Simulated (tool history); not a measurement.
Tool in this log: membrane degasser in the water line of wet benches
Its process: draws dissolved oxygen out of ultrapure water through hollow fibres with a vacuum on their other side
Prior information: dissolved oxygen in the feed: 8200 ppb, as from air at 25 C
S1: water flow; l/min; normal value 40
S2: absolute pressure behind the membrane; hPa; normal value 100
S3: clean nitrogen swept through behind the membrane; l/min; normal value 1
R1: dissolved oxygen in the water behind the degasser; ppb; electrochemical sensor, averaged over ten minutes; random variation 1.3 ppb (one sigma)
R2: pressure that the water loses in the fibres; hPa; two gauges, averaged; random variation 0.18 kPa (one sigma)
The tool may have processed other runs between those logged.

run 1 hour=0 | S1=40 S2=100 S3=1 | R1=531.4 R2=360.6
run 2 hour=50.9 | S1=40 S2=100 S3=1 | R1=535.1 R2=362.3
run 3 hour=93.2 | S1=40 S2=100 S3=1 | R1=531.9 R2=360
run 4 hour=145.1 | S1=40 S2=100 S3=1 | R1=532.5 R2=362.5
run 5 hour=198.1 | S1=40 S2=100 S3=1 | R1=532.1 R2=362.5
run 6 hour=226.9 | S1=40 S2=100 S3=1 | R1=534.7 R2=360.8
run 7 hour=264.6 | S1=40 S2=100 S3=1 | R1=535.4 R2=361.3
run 8 hour=314.7 | S1=40 S2=100 S3=1 | R1=530.2 R2=364.7
run 9 hour=348.4 | S1=40 S2=100 S3=0.99 | R1=535 R2=365.1
run 10 hour=373.2 | S1=40 S2=100 S3=1 | R1=530.5 R2=364.9
run 11 hour=424.3 | S1=40 S2=100 S3=1 | R1=530.8 R2=366.6
run 12 hour=471.2 | S1=40 S2=182 S3=1 | R1=1086.9 R2=365.8
run 13 hour=501.5 | S1=51 S2=100 S3=1 | R1=660.6 R2=470.4
run 14 hour=536.6 | S1=51 S2=100 S3=1 | R1=660.1 R2=468.8
run 15 hour=571.1 | S1=51 S2=100 S3=1 | R1=659.1 R2=464.5
run 16 hour=605 | S1=40 S2=100 S3=0.75 | R1=654.2 R2=367
-- hour=614.4 vacuum gauge calibrated
run 17 hour=643.7 | S1=40 S2=110 S3=2.45 | R1=297.3 R2=367.7
run 18 hour=691.6 | S1=29 S2=154 S3=2.45 | R1=329.4 R2=267.7
run 19 hour=720.2 | S1=29 S2=78 S3=2.41 | R1=131.2 R2=268.9
-- hour=723.3 gauge calibrated
run 20 hour=762.1 | S1=40 S2=129 S3=2.26 | R1=387.1 R2=360
run 21 hour=788.9 | S1=40 S2=129 S3=2.26 | R1=386.8 R2=357.9
run 22 hour=836.8 | S1=64 S2=115 S3=0.48 | R1=1436.2 R2=577.6
run 23 hour=886.8 | S1=64 S2=115 S3=0.48 | R1=1436.7 R2=580.4
run 24 hour=920.6 | S1=32 S2=183 S3=1.54 | R1=655.7 R2=291.4
run 25 hour=966.7 | S1=58 S2=136 S3=0.72 | R1=1306.6 R2=525.3
run 26 hour=1019.8 | S1=58 S2=136 S3=0.72 | R1=1304.8 R2=526.7
run 27 hour=1060.9 | S1=58 S2=136 S3=0.72 | R1=1298.8 R2=525.4
run 28 hour=1114.2 | S1=58 S2=146 S3=2.86 | R1=555 R2=527.1
run 29 hour=1149 | S1=58 S2=146 S3=1.88 | R1=748.8 R2=530.1
run 30 hour=1189.2 | S1=28 S2=146 S3=0.93 | R1=676.1 R2=252.7
run 31 hour=1224.5 | S1=40 S2=244 S3=0.96 | R1=1507.1 R2=365.6

Alternative continuations, all from the tool just after run 31; predict every row:
run A hour=1249.9 | S1=32 S2=100 S3=0.77 | R1=? R2=?
run B hour=1249.9 | S1=27 S2=100 S3=1 | R1=? R2=?
run C hour=1249.9 | S1=51 S2=110 S3=1.28 | R1=? R2=?
run D hour=1249.9 | S1=38 S2=64 S3=2.35 | R1=? R2=?

run=A R1=538 R2=294.3
run=B R1=380.1 R2=250
run=C R1=628.7 R2=469.5
run=D R1=129.3 R2=350
Without the tool's hidden state the same runs would have given:
run=A R1=537.9 R2=288.3
run=B R1=380.1 R2=244.9
run=C R1=628.6 R2=460
run=D R1=129.2 R2=343
